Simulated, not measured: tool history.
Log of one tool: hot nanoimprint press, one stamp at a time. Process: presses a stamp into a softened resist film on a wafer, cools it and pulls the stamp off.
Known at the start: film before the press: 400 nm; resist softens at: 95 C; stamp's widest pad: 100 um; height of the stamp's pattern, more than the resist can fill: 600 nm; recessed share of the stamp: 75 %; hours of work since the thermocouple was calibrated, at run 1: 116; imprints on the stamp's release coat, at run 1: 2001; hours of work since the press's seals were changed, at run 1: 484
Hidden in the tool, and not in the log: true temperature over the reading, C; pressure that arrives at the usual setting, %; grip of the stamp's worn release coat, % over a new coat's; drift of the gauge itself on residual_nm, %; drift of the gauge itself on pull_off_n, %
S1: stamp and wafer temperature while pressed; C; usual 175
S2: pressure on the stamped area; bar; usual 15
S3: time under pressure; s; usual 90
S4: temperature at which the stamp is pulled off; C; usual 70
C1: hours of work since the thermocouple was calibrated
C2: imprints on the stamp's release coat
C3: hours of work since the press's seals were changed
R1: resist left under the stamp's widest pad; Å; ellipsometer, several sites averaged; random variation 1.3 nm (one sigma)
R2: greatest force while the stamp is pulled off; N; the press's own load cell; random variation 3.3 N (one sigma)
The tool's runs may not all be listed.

run,hour,S1,S2,S3,S4,C1,C2,C3,R1,R2
1,0,175,15,90,70,116,2001,484,2084,194
# hour 41.3: stamp cleaned and given a new release coat
2,57.2,175,15,90,70,151,39,520,2070,159
3,83.7,176,15,90,70,169,104,538,2020,153
4,128,175,9.9,90,70,200,213,568,2395,160
5,163.5,175,15,109,70,224,300,593,1928,161
6,192.7,175,15,109,70,244,372,613,1922,164
7,235.8,175,15,109,70,274,478,643,1914,160
8,265.6,175,15,109,70,295,552,663,1913,161
9,305,175,15,109,70,322,649,690,1910,163
10,343.6,175,15,109,70,348,743,717,1909,173
11,373.7,175,20.6,90,70,369,818,738,1802,166
12,401.7,175,15,90,70,388,886,757,2039,176
13,435.3,181,15,90,70,411,969,780,1677,168
14,463.3,181,15,177,70,431,1038,799,1258,177
15,493.3,184,16.5,90,72,451,1112,820,1449,170
16,521.7,184,16.5,90,72,471,1182,839,1442,175
17,561.3,184,16.5,90,72,498,1279,867,1437,170
# hour 608: plate thermocouple calibrated
18,612.1,175,16.5,90,77,3,1397,900,2071,163
19,641.4,172,14.2,164,78,23,1469,920,1921,167
# hour 665.1: press's hydraulic seals changed and the load cell set to zero
20,694.2,172,14.2,164,78,54,1579,20,1881,167
21,729.7,172,14.2,164,78,78,1666,44,1872,175
22,765.6,172,14.2,164,78,103,1754,69,1904,170
23,808.2,186,12.6,103,76,132,1859,99,1469,180

3 ways to go on from here, each from the tool as it stands after run 23. What would each give?
A,832.5,176,16.7,53,70,149,1919,115,?,?
B,832.5,175,15,90,70,149,1919,115,?,?
C,832.5,186,11.8,103,76,149,1919,115,?,?

run,R1,R2
A,2334,199
B,2091,193
C,1515,175
Without the tool's hidden state the same runs would have given:
run,R1,R2
A,2356,159
B,2113,154
C,1531,140
